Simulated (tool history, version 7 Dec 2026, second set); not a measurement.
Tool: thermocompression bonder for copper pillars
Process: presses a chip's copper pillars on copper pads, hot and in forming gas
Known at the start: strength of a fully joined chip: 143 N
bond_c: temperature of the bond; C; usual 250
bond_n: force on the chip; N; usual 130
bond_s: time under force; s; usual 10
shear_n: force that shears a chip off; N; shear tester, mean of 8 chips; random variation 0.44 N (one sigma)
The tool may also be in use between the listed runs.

Run 1, hour 0: usual settings. Result: shear_n 53.2 N.
Run 2, hour 34.4: usual settings. Result: shear_n 53.6 N.
Run 3, hour 75.4: usual settings. Result: shear_n 52.9 N.
Run 4, hour 120.8: usual settings. Result: shear_n 53.2 N.
Run 5, hour 153.9: usual settings. Result: shear_n 52.3 N.
At hour 177.9: forming gas filter changed.
Run 6, hour 199.4: usual settings but bond_s 27 s. Result: shear_n 79.3 N.
Run 7, hour 233.8: usual settings. Result: shear_n 54.9 N.
Run 8, hour 256.8: usual settings but bond_s 14 s. Result: shear_n 62 N.
Run 9, hour 285.3: usual settings but bond_n 191 N. Result: shear_n 69.7 N.
Run 10, hour 329.8: usual settings but bond_c 246 C, bond_n 115 N. Result: shear_n 48.4 N.
Run 11, hour 364.9: usual settings but bond_c 246 C, bond_n 115 N. Result: shear_n 48.3 N.
Run 12, hour 385.2: usual settings but bond_c 222 C, bond_n 84 N, bond_s 6 s. Result: shear_n 21 N.
At hour 390: force cell calibrated.
Run 13, hour 409.8: usual settings but bond_n 188 N. Result: shear_n 68.4 N.
Run 14, hour 454.2: usual settings but bond_c 265 C, bond_n 188 N. Result: shear_n 79.3 N.
Run 15, hour 483: usual settings but bond_c 243 C, bond_n 112 N, bond_s 12 s. Result: shear_n 47.6 N.
Run 16, hour 525.4: usual settings but bond_c 243 C, bond_n 112 N, bond_s 12 s. Result: shear_n 47.9 N.
Run 17, hour 561.9: usual settings but bond_c 243 C, bond_n 112 N, bond_s 12 s. Result: shear_n 46.7 N.

Some steps in shear_n between neighbouring runs. How much of each would the tool show without its hidden state too (settings, what came in, random variation), and how much is left for the hidden state, with any gauge scatter that isn't in both results?
The hidden state here: true temperature of the bond over the reading, C; force that reaches the chip, % of what is set; oxide that the forming gas leaves, % of the face; drift of the gauge itself on shear_n, %.
Run 5 -> 6: bond_s 10 -> 27, forming gas filter changed. shear_n +27 N: hidden state +2.2, all else +24.8.
Run 12 -> 13: bond_c 222 -> 250, bond_n 84 -> 188, bond_s 6 -> 10, force cell calibrated. shear_n +47.4 N: hidden state -1.5, all else +48.9.

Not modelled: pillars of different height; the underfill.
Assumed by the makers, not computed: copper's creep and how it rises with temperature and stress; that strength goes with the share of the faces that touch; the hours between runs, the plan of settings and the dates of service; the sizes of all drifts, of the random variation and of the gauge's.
